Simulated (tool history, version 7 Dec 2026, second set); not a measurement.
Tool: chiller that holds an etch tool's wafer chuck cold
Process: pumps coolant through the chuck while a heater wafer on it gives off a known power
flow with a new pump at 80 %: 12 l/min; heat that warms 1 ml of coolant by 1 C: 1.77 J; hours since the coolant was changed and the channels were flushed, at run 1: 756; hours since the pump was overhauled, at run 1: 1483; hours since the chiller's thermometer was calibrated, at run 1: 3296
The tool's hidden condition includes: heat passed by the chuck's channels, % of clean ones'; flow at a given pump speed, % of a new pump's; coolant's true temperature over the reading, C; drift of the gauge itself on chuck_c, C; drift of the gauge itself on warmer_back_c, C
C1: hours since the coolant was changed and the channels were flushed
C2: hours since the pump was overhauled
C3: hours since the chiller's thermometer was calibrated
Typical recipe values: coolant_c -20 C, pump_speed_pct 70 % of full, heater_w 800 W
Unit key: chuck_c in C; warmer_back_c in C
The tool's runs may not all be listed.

run 1 day=0 | coolant_c=-20 pump_speed_pct=70 heater_w=800 | C1=756 C2=1483 C3=3296 | chuck_c=-10.4 warmer_back_c=2.6
run 2 day=0.704 | coolant_c=-20 pump_speed_pct=70 heater_w=800 | C1=773 C2=1500 C3=3313 | chuck_c=-10.4 warmer_back_c=2.61
run 3 day=1.712 | coolant_c=-20 pump_speed_pct=70 heater_w=800 | C1=797 C2=1524 C3=3337 | chuck_c=-10.3 warmer_back_c=2.62
run 4 day=2.433 | coolant_c=-20 pump_speed_pct=70 heater_w=800 | C1=814 C2=1541 C3=3354 | chuck_c=-10.2 warmer_back_c=2.61
run 5 day=3.733 | coolant_c=-20 pump_speed_pct=70 heater_w=800 | C1=845 C2=1572 C3=3386 | chuck_c=-10.1 warmer_back_c=2.6
run 6 day=4.854 | coolant_c=-20 pump_speed_pct=70 heater_w=800 | C1=872 C2=1599 C3=3412 | chuck_c=-10.3 warmer_back_c=2.6

For run 7, what comes out?
-- day=5.258 chiller's thermometer calibrated
run 7 day=5.583 | coolant_c=-20 pump_speed_pct=70 heater_w=800 | C1=889 C2=1616 C3=8 | chuck_c=? warmer_back_c=?

Run 7 came out at chuck_c -9.8 C, warmer_back_c 2.63 C.
Were there no unlogged condition in the tool, this run, its random variation unchanged, would have produced chuck_c -10.4 C, warmer_back_c 2.56 C.
